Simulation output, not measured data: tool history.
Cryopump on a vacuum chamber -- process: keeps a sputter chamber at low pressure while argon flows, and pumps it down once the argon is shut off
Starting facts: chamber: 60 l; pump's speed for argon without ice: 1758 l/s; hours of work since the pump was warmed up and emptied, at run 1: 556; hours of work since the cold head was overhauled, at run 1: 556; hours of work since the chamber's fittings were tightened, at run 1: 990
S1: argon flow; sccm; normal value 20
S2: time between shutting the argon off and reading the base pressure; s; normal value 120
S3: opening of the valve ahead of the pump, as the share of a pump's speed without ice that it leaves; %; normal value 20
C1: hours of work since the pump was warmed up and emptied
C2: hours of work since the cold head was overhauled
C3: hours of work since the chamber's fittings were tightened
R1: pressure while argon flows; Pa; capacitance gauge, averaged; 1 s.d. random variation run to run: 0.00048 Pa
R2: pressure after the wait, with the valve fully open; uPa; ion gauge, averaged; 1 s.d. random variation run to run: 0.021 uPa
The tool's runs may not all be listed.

run     day  S1   S2  S3   C1   C2   C3      R1    R2
  1   0.000  20  120  20  556  556  990  0.0977  1.65
  2   0.404  20  120  58  564  564  998  0.0349  1.69
      0.746  -- leaking fittings of the chamber tightened, without venting
  3   0.996  20  120  58  574  574    5  0.0347  0.56
  4   1.542  20  120  58  585  585   16  0.0346  0.58
  5   2.021  20  120  39  594  594   25  0.0509  0.55
  6   2.721  20  120  20  608  608   39  0.0976  0.59
  7   3.279  32  120  20  619  619   50  0.1562  0.61
  8   3.658  20  120  17  626  626   57  0.1159  0.59
  9   4.054  20   23  17  634  634   65  0.1153  2.02
 10   4.446  20   23  17  642  642   73  0.1150  1.98
 11   4.971  20   23  17  652  652   83  0.1152  1.97
 12   5.675  20   23  17  666  666   97  0.1152  2.02
 13   6.104  20   23  17  674  674  105  0.1143  2.05
 14   6.742  20   23  17  687  687  118  0.1151  2.12
 15   7.433  20   23  17  701  701  132  0.1149  2.06
 16   8.033  20   23  35  712  712  143  0.0564  2.06
 17   8.729  20   29  20  726  726  157  0.0974  1.80
 18   9.438   9   97  21  740  740  171  0.0415  0.82
 19   9.829  30   25  20  748  748  179  0.1481  2.03
 20  10.396  20  120  28  759  759  190  0.0715  0.79
 21  10.712  37  109  36  765  765  196  0.1026  0.83
 22  11.279  20   72  42  776  776  207  0.0479  1.03
 23  11.633  20   72  42  783  783  214  0.0480  1.06
 24  12.275  19  120  41  796  796  227  0.0467  0.79
 25  12.646  20  111  20  803  803  234  0.0986  0.88
 26  13.283  23  172  45  816  816  247  0.0526  0.79
 27  13.721  11   58  21  824  824  255  0.0518  1.21
 28  14.092  11   58  21  831  831  262  0.0511  1.24
 29  14.804  11   58  21  845  845  276  0.0517  1.21
 30  15.358  15   90  35  856  856  287  0.0430  1.03
 31  15.862  15   90  35  866  866  297  0.0437  1.05
 32  16.183  10  255  16  873  873  304  0.0614  0.77
 33  16.604  10   85  28  881  881  312  0.0359  1.09
 34  16.938  10   85  28  887  887  318  0.0359  1.07

Consider 4 possible next runs. They are alternatives, not a sequence: every one starts from the tool as it was left by run 34. What does each give?
  A  17.250  38   85  20  894  894  325   ?   ?
  B  17.250  31   35  23  894  894  325   ?   ?
  C  17.250  10  196  28  894  894  325   ?   ?
  D  17.250  20   66  28  894  894  325   ?   ?

run      R1    R2
  A  0.1877  1.14
  B  0.1334  1.76
  C  0.0353  0.87
  D  0.0719  1.28
Stripped of hidden state, with their random variation kept, the same runs would have yielded:
run      R1    R2
  A  0.1824  0.68
  B  0.1291  1.30
  C  0.0339  0.40
  D  0.0691  0.81

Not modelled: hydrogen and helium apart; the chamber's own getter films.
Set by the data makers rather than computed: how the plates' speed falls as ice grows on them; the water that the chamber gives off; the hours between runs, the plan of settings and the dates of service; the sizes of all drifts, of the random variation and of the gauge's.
